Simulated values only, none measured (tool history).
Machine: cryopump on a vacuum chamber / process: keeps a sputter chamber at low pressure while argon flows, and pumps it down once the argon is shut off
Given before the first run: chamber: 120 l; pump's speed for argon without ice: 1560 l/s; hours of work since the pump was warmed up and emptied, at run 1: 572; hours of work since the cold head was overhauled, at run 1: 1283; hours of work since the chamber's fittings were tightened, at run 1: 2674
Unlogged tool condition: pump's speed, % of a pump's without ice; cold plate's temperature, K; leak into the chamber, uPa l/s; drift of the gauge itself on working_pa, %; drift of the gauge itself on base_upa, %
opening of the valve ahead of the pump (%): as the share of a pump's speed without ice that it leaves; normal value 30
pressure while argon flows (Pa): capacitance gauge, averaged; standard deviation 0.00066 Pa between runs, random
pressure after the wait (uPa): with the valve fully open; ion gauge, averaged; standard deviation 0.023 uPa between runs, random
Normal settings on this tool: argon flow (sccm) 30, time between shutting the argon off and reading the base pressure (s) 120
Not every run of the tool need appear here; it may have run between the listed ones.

run	day	argon flow (sccm)	time between shutting the argon off and reading the base pressure (s)	opening of the valve ahead of the pump (%)	hours of work since the pump was warmed up and emptied	hours of work since the cold head was overhauled	hours of work since the chamber's fittings were tightened	pressure while argon flows (Pa)	pressure after the wait (uPa)
1	0.000	30	120	30	572	1283	2674	0.1208	1.37
2	1.929	30	120	30	613	1324	2714	0.1229	1.39
3	3.575	30	120	30	647	1358	2749	0.1239	1.45
4	4.492	30	120	30	667	1378	2768	0.1242	1.49
# day 5.242: pump warmed up, emptied and cooled again
5	6.183	30	120	30	20	1409	2799	0.1099	1.16
6	7.192	30	120	30	41	1430	2821	0.1104	1.24
7	8.183	30	120	30	62	1451	2842	0.1100	1.22
8	9.108	30	120	30	81	1470	2861	0.1101	1.24
9	10.196	30	120	44	104	1493	2884	0.0768	1.27
10	11.929	30	85	30	141	1530	2920	0.1122	1.49
11	13.425	30	85	30	172	1561	2952	0.1118	1.54
12	14.758	30	120	40	200	1589	2980	0.0865	1.26
13	15.829	30	120	40	223	1612	3002	0.0863	1.33
14	17.175	20	120	30	251	1640	3031	0.0774	1.28
15	18.679	20	120	30	283	1672	3062	0.0764	1.34
16	20.100	20	120	30	312	1702	3092	0.0768	1.31
17	21.367	20	120	30	339	1728	3119	0.0775	1.40
18	22.975	51	188	30	373	1762	3153	0.1981	1.14
19	24.042	51	188	30	395	1784	3175	0.1991	1.23
20	24.904	30	59	39	413	1803	3193	0.0937	2.03
21	25.979	39	59	39	436	1825	3216	0.1215	2.01
22	27.571	30	120	60	470	1859	3249	0.0646	1.48
23	28.883	30	126	41	497	1886	3277	0.0904	1.41
24	30.225	30	121	28	525	1915	3305	0.1288	1.50
25	32.088	30	26	30	565	1954	3344	0.1228	3.70
26	34.071	15	33	56	606	1995	3386	0.0365	3.18
27	35.496	34	86	56	636	2025	3416	0.0853	1.83
28	37.079	35	83	19	669	2059	3449	0.2206	1.89
# day 37.725: pump warmed up, emptied and cooled again
29	39.212	35	234	19	31	2099	3490	0.2016	1.02
30	40.117	12	243	31	50	2118	3509	0.0420	0.98
31	41.108	33	264	17	71	2139	3529	0.2128	0.96

Measured minus without-hidden-state, run by run (identical run-to-run variation in each term; gauge scatter may differ):
run	pressure while argon flows (Pa)	pressure after the wait (uPa)
1	+0.0127	+0.60
2	+0.0139	+0.62
3	+0.0150	+0.65
4	+0.0158	+0.67
5	+0.0011	+0.40
6	+0.0015	+0.43
7	+0.0018	+0.41
8	+0.0022	+0.43
9	+0.0027	+0.45
10	+0.0033	+0.46
11	+0.0040	+0.49
12	+0.0046	+0.50
13	+0.0051	+0.51
14	+0.0039	+0.51
15	+0.0043	+0.54
16	+0.0047	+0.55
17	+0.0052	+0.59
18	+0.0146	+0.59
19	+0.0156	+0.63
20	+0.0097	+0.63
21	+0.0133	+0.63
22	+0.0111	+0.68
23	+0.0119	+0.69
24	+0.0128	+0.71
25	+0.0141	+0.75
26	+0.0078	+0.78
27	+0.0190	+0.80
28	+0.0208	+0.83
29	+0.0013	+0.51
30	+0.0006	+0.52
31	+0.0020	+0.51
